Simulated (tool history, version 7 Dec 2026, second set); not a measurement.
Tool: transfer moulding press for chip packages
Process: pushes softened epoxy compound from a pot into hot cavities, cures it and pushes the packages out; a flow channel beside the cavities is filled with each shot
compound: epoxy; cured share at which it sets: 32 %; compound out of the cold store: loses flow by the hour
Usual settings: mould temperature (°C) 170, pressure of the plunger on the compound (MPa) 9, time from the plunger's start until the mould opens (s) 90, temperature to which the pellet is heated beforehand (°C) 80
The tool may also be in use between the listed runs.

run    hour  mould temperature (°C)  pressure of the plunger on the compound (MPa)  time from the plunger's start until the mould opens (s)  temperature to which the pellet is heated beforehand (°C)  incoming compound's hours out of the cold store  length that the compound runs in the flow channel (mm)  greatest force on the pins that push the packages out (N)
  1       0                     170                                              9                                                       90                                                         80                                             28.2                                                     573                                                        259
  2    43.4                     170                                              9                                                       90                                                         80                                               40                                                     556                                                        356
       77.1  -- cavities cleaned with cleaning compound and waxed
  3   113.7                     170                                              9                                                       90                                                         80                                             22.9                                                     579                                                        456
        174  -- cavities cleaned with cleaning compound and waxed
  4   201.5                     170                                              9                                                       90                                                         81                                             42.9                                                     545                                                        286
      273.5  -- cavities cleaned with cleaning compound and waxed
  5   281.9                     170                                              9                                                       90                                                         80                                             36.4                                                     552                                                        226
      365.8  -- cavities cleaned with cleaning compound and waxed, once more
      368.3  -- plunger's sealing rings changed
  6   368.3                     170                                              9                                                       90                                                         80                                              8.7                                                     607                                                        209
  7   417.6                     170                                              9                                                       90                                                         70                                             15.3                                                     595                                                        344
      470.1  -- cavities cleaned with cleaning compound and waxed
  8   470.8                     170                                              9                                                       90                                                         70                                             33.5                                                     563                                                        218
  9   549.7                     170                                              9                                                       90                                                         70                                             18.1                                                     586                                                        388
      568.8  -- cavities cleaned with cleaning compound and waxed
 10   616.4                     170                                              9                                                       90                                                         70                                             40.2                                                     550                                                        314
      665.9  -- cavities cleaned with cleaning compound and waxed
 11   682.2                     170                                              9                                                       90                                                         84                                               29                                                     565                                                        245
 12     736                     170                                              9                                                       90                                                         84                                             29.6                                                     559                                                        338
      764.6  -- cavities cleaned with cleaning compound and waxed
 13     784                     170                                              9                                                       90                                                         84                                             27.1                                                     562                                                        247
      825.6  -- plunger's sealing rings changed
      866.9  -- cavities cleaned with cleaning compound and waxed
 14   877.3                     170                                              9                                                       90                                                         80                                             35.4                                                     563                                                        239
 15   939.1                     170                                              9                                                       80                                                         88                                               15                                                     595                                                        434
      963.5  -- cavities cleaned with cleaning compound and waxed
 16   983.3                     170                                              9                                                       80                                                         88                                               30                                                     568                                                        312
 17  1030.4                     170                                              9                                                      107                                                         80                                             34.9                                                     558                                                        267
       1055  -- mould's thermocouples calibrated
     1064.5  -- cavities cleaned with cleaning compound and waxed
 18  1075.7                     170                                              9                                                      107                                                         80                                             45.6                                                     546                                                        197
     1164.3  -- cavities cleaned with cleaning compound and waxed
 19  1170.5                     172                                           8.98                                                       90                                                         80                                             22.4                                                     567                                                        218
 20  1224.8                     172                                           8.98                                                       90                                                         80                                             30.6                                                     553                                                        320
     1260.3  -- cavities cleaned with cleaning compound and waxed
       1286  -- plunger's sealing rings changed
 21    1286                     173                                           6.88                                                      115                                                         79                                             43.5                                                     484                                                        210
     1359.5  -- cavities cleaned with cleaning compound and waxed
 22  1359.5                     173                                           9.46                                                      124                                                         80                                             21.7                                                     598                                                        155
 23  1417.2                     173                                           9.46                                                      124                                                         80                                             25.4                                                     587                                                        263
     1456.1  -- cavities cleaned with cleaning compound and waxed
 24    1496                     166                                           9.11                                                      124                                                         80                                                8                                                     608                                                        255
     1556.3  -- cavities cleaned with cleaning compound and waxed
 25  1563.8                     176                                           7.93                                                       90                                                         73                                               29                                                     524                                                        178
 26  1604.2                     176                                           7.93                                                       90                                                         73                                             37.7                                                     508                                                        245
       1659  -- cavities cleaned with cleaning compound and waxed
 27  1688.1                     167                                          10.53                                                      112                                                         74                                             24.5                                                     620                                                        248
       1742  -- plunger's sealing rings changed
 28  1745.2                     167                                          10.22                                                      112                                                         70                                             36.4                                                     611                                                        318

Forecast each of these 3 alternatives for the next run:
     1759.5  -- cavities cleaned with cleaning compound and waxed
  A  1796                     170                                              9                                                       72                                                         78                                             38.7                                                       ?                                                          ?
     1759.5  -- cavities cleaned with cleaning compound and waxed
  B  1796                     170                                              9                                                       90                                                         79                                             18.7                                                       ?                                                          ?
     1759.5  -- cavities cleaned with cleaning compound and waxed
  C  1796                     167                                           7.32                                                      112                                                         70                                             13.5                                                       ?                                                          ?

run  length that the compound runs in the flow channel (mm)  greatest force on the pins that push the packages out (N)
  A                                                     562                                                        503
  B                                                     591                                                        301
  C                                                     545                                                        254
Without the tool's hidden state the same runs would have given:
run  length that the compound runs in the flow channel (mm)  greatest force on the pins that push the packages out (N)
  A                                                     566                                                        346
  B                                                     595                                                        205
  C                                                     550                                                        171
